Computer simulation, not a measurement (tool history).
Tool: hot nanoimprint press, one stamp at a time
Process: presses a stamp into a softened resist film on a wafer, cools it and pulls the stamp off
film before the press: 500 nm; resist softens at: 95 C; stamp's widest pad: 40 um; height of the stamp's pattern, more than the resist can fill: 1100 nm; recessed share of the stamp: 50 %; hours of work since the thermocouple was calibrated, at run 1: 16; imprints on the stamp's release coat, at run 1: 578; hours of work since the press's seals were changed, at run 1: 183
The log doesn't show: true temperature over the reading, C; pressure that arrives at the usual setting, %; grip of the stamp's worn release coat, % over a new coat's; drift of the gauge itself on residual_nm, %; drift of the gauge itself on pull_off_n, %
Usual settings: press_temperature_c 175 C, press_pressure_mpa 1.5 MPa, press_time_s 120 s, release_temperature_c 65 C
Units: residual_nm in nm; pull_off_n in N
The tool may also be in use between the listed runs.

run	hour	press_temperature_c	press_pressure_mpa	press_time_s	release_temperature_c	hours of work since the thermocouple was calibrated	imprints on the stamp's release coat	hours of work since the press's seals were changed	residual_nm	pull_off_n
1	0	175	1.5	120	65	16	578	183	289.8	216
2	5.2	175	1.5	120	65	20	596	186	289.2	215
3	10.9	175	1.5	120	65	24	617	191	290.3	218
4	17.4	175	1.5	120	65	29	640	195	289.8	211
5	23.5	175	1.5	120	65	34	662	200	291.6	214
6	29.8	175	1.5	74	65	38	685	205	336.4	218
7	37.7	175	0.92	120	65	44	713	211	338	218
8	42.6	175	0.92	120	65	48	731	214	338.1	212
9	49.1	175	1.5	120	65	53	755	219	291.1	223
10	56.5	175	1.5	120	65	58	781	225	293.5	218
11	63.7	175	1.5	120	65	63	807	230	293.1	212
12	69.9	175	1.5	120	65	68	829	235	291.6	219
13	73.6	175	1.5	120	65	71	843	237	292.1	215
14	77.3	175	1.5	120	65	74	856	240	293.4	220
15	81.1	175	1.5	120	65	76	870	243	292.3	216
16	88.8	175	1.5	120	65	82	898	249	291.9	213
17	96	168	1.41	120	66	88	923	254	349.4	218
18	101.4	175	1.5	140	63	92	943	258	279.2	224
19	105.7	175	1.5	140	63	95	958	261	278.4	219
20	114.8	175	1.5	140	63	102	991	268	279.8	221
21	119.2	175	1.5	140	63	105	1007	271	279	222
22	128	175	1.5	112	63	111	1039	278	302	218
23	132.2	175	1.5	152	63	115	1054	281	271.8	223
24	138.1	169	1.51	154	65	119	1075	286	312.4	220
25	142.4	165	1.82	142	69	122	1090	289	334.8	210
26	149.4	183	1.22	135	64	127	1116	294	251.2	222
27	158	172	0.93	61	65	134	1147	300	416.8	218
28	165	177	1.5	120	57	139	1172	306	281.5	236
29	172.4	175	1.76	113	55	145	1198	311	286.2	235

Some steps in residual_nm between neighbouring runs. How much of each would the tool show without its hidden state too (settings, what came in, random variation), and how much is left for the hidden state, with any gauge scatter that isn't in both results?
Run 26 -> 27: press_temperature_c 183 -> 172, press_pressure_mpa 1.22 -> 0.93, press_time_s 135 -> 61, release_temperature_c 64 -> 65. residual_nm +165.6 nm: hidden state +2.8, all else +162.8.
Run 27 -> 28: press_temperature_c 172 -> 177, press_pressure_mpa 0.93 -> 1.5, press_time_s 61 -> 120, release_temperature_c 65 -> 57. residual_nm -135.3 nm: hidden state -1.9, all else -133.4.

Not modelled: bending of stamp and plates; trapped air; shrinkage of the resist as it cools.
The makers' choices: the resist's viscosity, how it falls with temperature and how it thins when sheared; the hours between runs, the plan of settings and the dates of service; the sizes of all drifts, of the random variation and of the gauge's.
